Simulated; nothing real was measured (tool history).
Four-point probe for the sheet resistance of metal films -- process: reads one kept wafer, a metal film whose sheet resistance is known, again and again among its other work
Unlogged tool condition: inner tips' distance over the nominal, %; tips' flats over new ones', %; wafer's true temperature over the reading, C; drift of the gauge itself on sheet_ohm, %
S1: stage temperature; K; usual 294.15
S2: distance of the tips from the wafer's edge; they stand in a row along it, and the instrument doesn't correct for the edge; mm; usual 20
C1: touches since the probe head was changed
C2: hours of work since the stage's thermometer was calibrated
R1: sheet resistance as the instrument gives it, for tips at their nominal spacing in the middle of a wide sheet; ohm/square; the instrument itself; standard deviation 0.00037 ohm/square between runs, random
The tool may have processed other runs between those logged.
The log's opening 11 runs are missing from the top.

run,hour,S1,S2,C1,C2,R1
12,500.6,305.15,20,46391,1159,1.840568
13,548.6,294.15,10,48408,1184,1.868852
14,584.7,294.15,10,49924,1202,1.868338
15,617.1,294.15,10,51286,1219,1.869003
16,645.7,294.15,20,52486,1234,1.866940
17,706.2,296.15,20,55027,1266,1.862252
18,764.8,296.15,20,57491,1296,1.862252
19,824.9,301.15,16,60013,1327,1.850855
20,855.7,293.15,3,61308,1343,1.896813
21,892.9,300.15,7,62871,1363,1.857355
22,952.7,301.15,37,65381,1394,1.850037
23,1015.1,301.15,37,68002,1426,1.850375
24,1050.2,303.15,8,69477,1445,1.849683
25,1090.7,296.15,6,71181,1466,1.869508
26,1126.2,296.15,6,72670,1484,1.869473
27,1181.3,300.15,8,74983,1513,1.857631
28,1246.5,298.15,49,77725,1547,1.858631
29,1311.3,298.15,16,80446,1581,1.858890
30,1352.4,306.15,34,82173,1602,1.840091
31,1411.0,306.15,34,84633,1633,1.840237
32,1474.3,306.15,34,87291,1666,1.840253
33,1507.4,297.15,11,88681,1683,1.862395
34,1564.7,297.15,11,91092,1713,1.863313
35,1614.5,297.15,6,93184,1739,1.868027
36,1661.2,294.15,20,95142,1763,1.869272

Predict each of these 5 candidate next runs independently; none follows another, all start after run 36:
A,1699.3,299.15,11,96744,1783,?
B,1699.3,303.15,4,96744,1783,?
C,1699.3,302.15,20,96744,1783,?
D,1699.3,305.15,13,96744,1783,?
E,1699.3,292.15,13,96744,1783,?

run,R1
A,1.858638
B,1.862884
C,1.850707
D,1.844379
E,1.875392
What these runs would have given with no unlogged condition in the tool:
run,R1
A,1.861610
B,1.865831
C,1.853642
D,1.847281
E,1.878447
